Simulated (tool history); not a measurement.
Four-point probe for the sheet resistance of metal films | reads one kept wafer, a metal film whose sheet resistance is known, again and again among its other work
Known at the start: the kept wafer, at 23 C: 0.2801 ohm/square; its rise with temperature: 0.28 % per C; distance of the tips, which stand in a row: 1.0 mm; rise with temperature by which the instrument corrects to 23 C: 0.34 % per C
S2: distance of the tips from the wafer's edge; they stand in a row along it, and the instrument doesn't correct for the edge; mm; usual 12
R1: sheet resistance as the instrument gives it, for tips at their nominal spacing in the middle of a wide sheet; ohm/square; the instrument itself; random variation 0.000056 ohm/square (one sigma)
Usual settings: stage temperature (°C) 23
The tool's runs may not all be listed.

run 1 hour=0 | stage_temperature_(°C)=23 S2=12 | R1=0.279176
run 2 hour=20 | stage_temperature_(°C)=23 S2=12 | R1=0.279257
run 3 hour=46.2 | stage_temperature_(°C)=23 S2=12 | R1=0.279176
run 4 hour=72.2 | stage_temperature_(°C)=23 S2=12 | R1=0.279259
run 5 hour=100.1 | stage_temperature_(°C)=23 S2=12 | R1=0.279229
run 6 hour=116.9 | stage_temperature_(°C)=23 S2=12 | R1=0.279261
run 7 hour=137.9 | stage_temperature_(°C)=23 S2=61 | R1=0.278308
run 8 hour=165.9 | stage_temperature_(°C)=23 S2=5 | R1=0.284115
run 9 hour=180.3 | stage_temperature_(°C)=23 S2=5 | R1=0.284065
run 10 hour=194.9 | stage_temperature_(°C)=23 S2=5 | R1=0.284145
run 11 hour=210.6 | stage_temperature_(°C)=23 S2=5 | R1=0.284146
run 12 hour=224.9 | stage_temperature_(°C)=23 S2=5 | R1=0.28416
run 13 hour=244.1 | stage_temperature_(°C)=23 S2=5 | R1=0.284097
run 14 hour=263.7 | stage_temperature_(°C)=25 S2=12 | R1=0.278996
run 15 hour=284 | stage_temperature_(°C)=23 S2=12 | R1=0.279377
run 16 hour=305.7 | stage_temperature_(°C)=23 S2=12 | R1=0.279327
run 17 hour=328.4 | stage_temperature_(°C)=23 S2=12 | R1=0.279465
run 18 hour=348.1 | stage_temperature_(°C)=23 S2=12 | R1=0.279431
run 19 hour=363.9 | stage_temperature_(°C)=23 S2=12 | R1=0.279357
run 20 hour=385.2 | stage_temperature_(°C)=23 S2=12 | R1=0.279424
run 21 hour=400.5 | stage_temperature_(°C)=23 S2=12 | R1=0.279424
run 22 hour=421.3 | stage_temperature_(°C)=23 S2=6 | R1=0.282498
run 23 hour=442.5 | stage_temperature_(°C)=23 S2=6 | R1=0.28249
run 24 hour=461.7 | stage_temperature_(°C)=23 S2=6 | R1=0.282448
run 25 hour=488.3 | stage_temperature_(°C)=23 S2=6 | R1=0.282579
-- hour=490.1 stage's thermometer calibrated
run 26 hour=513.4 | stage_temperature_(°C)=25 S2=6 | R1=0.28216
run 27 hour=534.8 | stage_temperature_(°C)=30 S2=12 | R1=0.278309
run 28 hour=558.3 | stage_temperature_(°C)=31 S2=4 | R1=0.28617
run 29 hour=580.5 | stage_temperature_(°C)=31 S2=4 | R1=0.286203
-- hour=603.2 stage's thermometer calibrated, once more
run 30 hour=603.9 | stage_temperature_(°C)=19 S2=6 | R1=0.283361
run 31 hour=615.9 | stage_temperature_(°C)=30 S2=11 | R1=0.278672
run 32 hour=628.9 | stage_temperature_(°C)=23 S2=10 | R1=0.280067
run 33 hour=648.7 | stage_temperature_(°C)=23 S2=20 | R1=0.278807
run 34 hour=665.5 | stage_temperature_(°C)=20 S2=6 | R1=0.283143
run 35 hour=690.8 | stage_temperature_(°C)=20 S2=3 | R1=0.294707
run 36 hour=702.3 | stage_temperature_(°C)=35 S2=54 | R1=0.276828
run 37 hour=721.4 | stage_temperature_(°C)=35 S2=54 | R1=0.27689
run 38 hour=736.4 | stage_temperature_(°C)=31 S2=5 | R1=0.28328
run 39 hour=754.4 | stage_temperature_(°C)=31 S2=5 | R1=0.283231
run 40 hour=767.1 | stage_temperature_(°C)=31 S2=5 | R1=0.283172
run 41 hour=780.5 | stage_temperature_(°C)=22 S2=4 | R1=0.287754
run 42 hour=798.3 | stage_temperature_(°C)=29 S2=32 | R1=0.277836
run 43 hour=811.1 | stage_temperature_(°C)=29 S2=32 | R1=0.277899
run 44 hour=831 | stage_temperature_(°C)=18 S2=5 | R1=0.285264

5 ways to go on from here, each from the tool as it stands after run 44. What would each give?
run A hour=842.5 | stage_temperature_(°C)=18 S2=10 | R1=?
run B hour=842.5 | stage_temperature_(°C)=20 S2=42 | R1=?
run C hour=842.5 | stage_temperature_(°C)=20 S2=18 | R1=?
run D hour=842.5 | stage_temperature_(°C)=31 S2=8 | R1=?
run E hour=842.5 | stage_temperature_(°C)=22 S2=41 | R1=?

run=A R1=0.280921
run=B R1=0.279109
run=C R1=0.27952
run=D R1=0.279726
run=E R1=0.278945
Without the tool's hidden state the same runs would have given:
run=A R1=0.282407
run=B R1=0.280586
run=C R1=0.280999
run=D R1=0.281204
run=E R1=0.280421
